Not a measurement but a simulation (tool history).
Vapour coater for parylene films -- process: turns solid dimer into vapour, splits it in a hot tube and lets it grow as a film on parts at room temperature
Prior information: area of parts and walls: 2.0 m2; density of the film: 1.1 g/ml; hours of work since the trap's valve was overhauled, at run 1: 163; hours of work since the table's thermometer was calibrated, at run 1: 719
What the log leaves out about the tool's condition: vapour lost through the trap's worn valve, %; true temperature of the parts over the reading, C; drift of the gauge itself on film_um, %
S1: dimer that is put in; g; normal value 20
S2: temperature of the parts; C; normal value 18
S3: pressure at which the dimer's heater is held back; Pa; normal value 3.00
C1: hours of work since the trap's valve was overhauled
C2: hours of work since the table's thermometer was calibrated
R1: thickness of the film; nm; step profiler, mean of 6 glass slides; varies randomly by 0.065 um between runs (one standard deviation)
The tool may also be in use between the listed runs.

run 1 hour=0.0 | S1=20 S2=18 S3=3.00 | C1=163 C2=719 | R1=7650
run 2 hour=22.8 | S1=20 S2=18 S3=3.00 | C1=179 C2=735 | R1=7800
run 3 hour=35.4 | S1=20 S2=18 S3=3.00 | C1=188 C2=743 | R1=7650
run 4 hour=46.2 | S1=20 S2=18 S3=3.00 | C1=195 C2=751 | R1=7660
run 5 hour=69.3 | S1=20 S2=18 S3=3.00 | C1=211 C2=767 | R1=7670
run 6 hour=83.8 | S1=29 S2=18 S3=3.00 | C1=221 C2=776 | R1=11100
run 7 hour=102.4 | S1=16 S2=18 S3=3.00 | C1=233 C2=789 | R1=6170
run 8 hour=123.2 | S1=16 S2=18 S3=3.00 | C1=248 C2=803 | R1=6180
run 9 hour=144.4 | S1=14 S2=18 S3=3.00 | C1=262 C2=818 | R1=5390
run 10 hour=166.5 | S1=20 S2=18 S3=3.00 | C1=277 C2=833 | R1=7620
run 11 hour=190.0 | S1=20 S2=18 S3=3.00 | C1=293 C2=849 | R1=7670
run 12 hour=206.7 | S1=20 S2=18 S3=3.00 | C1=305 C2=860 | R1=7640
run 13 hour=220.4 | S1=20 S2=18 S3=3.00 | C1=314 C2=870 | R1=7680
run 14 hour=242.5 | S1=20 S2=18 S3=3.00 | C1=329 C2=885 | R1=7570
run 15 hour=266.6 | S1=20 S2=18 S3=3.00 | C1=346 C2=901 | R1=7700
-- hour=277.6 trap's valve overhauled
run 16 hour=282.7 | S1=20 S2=18 S3=3.00 | C1=3 C2=909 | R1=7630
run 17 hour=307.2 | S1=13 S2=16 S3=3.00 | C1=20 C2=926 | R1=5340
run 18 hour=319.9 | S1=11 S2=28 S3=5.39 | C1=29 C2=935 | R1=2970
run 19 hour=340.7 | S1=21 S2=12 S3=5.39 | C1=43 C2=949 | R1=8970
run 20 hour=353.5 | S1=21 S2=12 S3=5.39 | C1=52 C2=958 | R1=8740
run 21 hour=370.8 | S1=20 S2=27 S3=8.07 | C1=64 C2=970 | R1=5300
run 22 hour=388.0 | S1=35 S2=12 S3=8.07 | C1=75 C2=981 | R1=14300
run 23 hour=406.0 | S1=35 S2=12 S3=8.07 | C1=88 C2=994 | R1=14320
run 24 hour=421.5 | S1=35 S2=11 S3=9.64 | C1=98 C2=1004 | R1=14440
run 25 hour=443.1 | S1=12 S2=11 S3=4.99 | C1=113 C2=1019 | R1=5310
run 26 hour=469.0 | S1=17 S2=18 S3=2.97 | C1=131 C2=1037 | R1=6620
run 27 hour=486.5 | S1=17 S2=18 S3=2.58 | C1=143 C2=1049 | R1=6570
run 28 hour=497.6 | S1=17 S2=13 S3=3.13 | C1=150 C2=1056 | R1=7340
run 29 hour=516.3 | S1=15 S2=13 S3=8.81 | C1=163 C2=1069 | R1=5940
run 30 hour=530.6 | S1=20 S2=20 S3=3.00 | C1=173 C2=1079 | R1=7220
run 31 hour=547.3 | S1=10 S2=18 S3=9.06 | C1=184 C2=1090 | R1=3420
run 32 hour=572.1 | S1=10 S2=18 S3=9.06 | C1=201 C2=1107 | R1=3430

Alternative continuations, all from the tool just after run 32; predict every row:
run A hour=588.3 | S1=28 S2=18 S3=3.00 | C1=212 C2=1118 | R1=?
run B hour=588.3 | S1=10 S2=13 S3=2.13 | C1=212 C2=1118 | R1=?
run C hour=588.3 | S1=33 S2=29 S3=2.89 | C1=212 C2=1118 | R1=?

run=A R1=10590
run=B R1=4440
run=C R1=9340
Take away the tool's hidden state, keep each run's random variation, and the runs would have read:
run=A R1=10610
run=B R1=4460
run=C R1=9360
